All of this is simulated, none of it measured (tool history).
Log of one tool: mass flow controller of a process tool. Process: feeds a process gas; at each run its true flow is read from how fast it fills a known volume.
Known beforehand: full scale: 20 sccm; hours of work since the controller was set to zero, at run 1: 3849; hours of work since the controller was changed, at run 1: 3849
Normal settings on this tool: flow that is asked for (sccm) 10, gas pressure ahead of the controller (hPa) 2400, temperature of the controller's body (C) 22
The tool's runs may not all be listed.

| run | day | flow that is asked for (sccm) | gas pressure ahead of the controller (hPa) | temperature of the controller's body (C) | hours of work since the controller was set to zero | hours of work since the controller was changed | true flow (%) |
|---|---|---|---|---|---|---|---|
| 1 | 0 | 10 | 2400 | 22 | 3849 | 3849 | 99.22 |
| 2 | 3.021 | 10 | 2400 | 30 | 3893 | 3893 | 98.63 |
| 3 | 6.067 | 10 | 1890 | 30 | 3938 | 3938 | 98.89 |
| 4 | 10.296 | 10 | 1890 | 30 | 4000 | 4000 | 98.93 |
| 5 | 13.642 | 10 | 2400 | 22 | 4049 | 4049 | 99.64 |
| 6 | 17.325 | 10 | 2400 | 22 | 4104 | 4104 | 99.88 |
| 7 | 22.583 | 10 | 2400 | 22 | 4181 | 4181 | 99.97 |
| 8 | 27.804 | 10 | 2400 | 22 | 4258 | 4258 | 100.06 |
| 9 | 34.012 | 10 | 2400 | 22 | 4349 | 4349 | 100.15 |
| 10 | 39.017 | 10 | 2400 | 29 | 4422 | 4422 | 99.83 |
| 11 | 43.317 | 18 | 2400 | 22 | 4486 | 4486 | 101.24 |
| 12 | 46.55 | 10 | 2400 | 22 | 4533 | 4533 | 100.52 |
| 13 | 51.825 | 10 | 2400 | 22 | 4611 | 4611 | 100.66 |
| 14 | 57.15 | 10 | 2080 | 22 | 4689 | 4689 | 100.89 |
| 15 | 61 | 10 | 2080 | 22 | 4746 | 4746 | 100.96 |
| 16 | 64.192 | 7 | 1600 | 22 | 4793 | 4793 | 100.84 |
| 17 | 70.292 | 7 | 1600 | 22 | 4882 | 4882 | 101.1 |
| 18 | 76.267 | 3 | 1600 | 22 | 4970 | 4970 | 100.83 |
| 19 | 79.721 | 3 | 1600 | 22 | 5021 | 5021 | 100.89 |

Predict the results of run 20:
|  | 80.071 | gauge calibrated |
| 20 | 85.046 | 3 | 2160 | 36 | 5099 | 5099 | ? |

{"run 20": {"true flow (%)": 97.67}}
Without the tool's hidden state the same run would have given true flow (%) 97.5.

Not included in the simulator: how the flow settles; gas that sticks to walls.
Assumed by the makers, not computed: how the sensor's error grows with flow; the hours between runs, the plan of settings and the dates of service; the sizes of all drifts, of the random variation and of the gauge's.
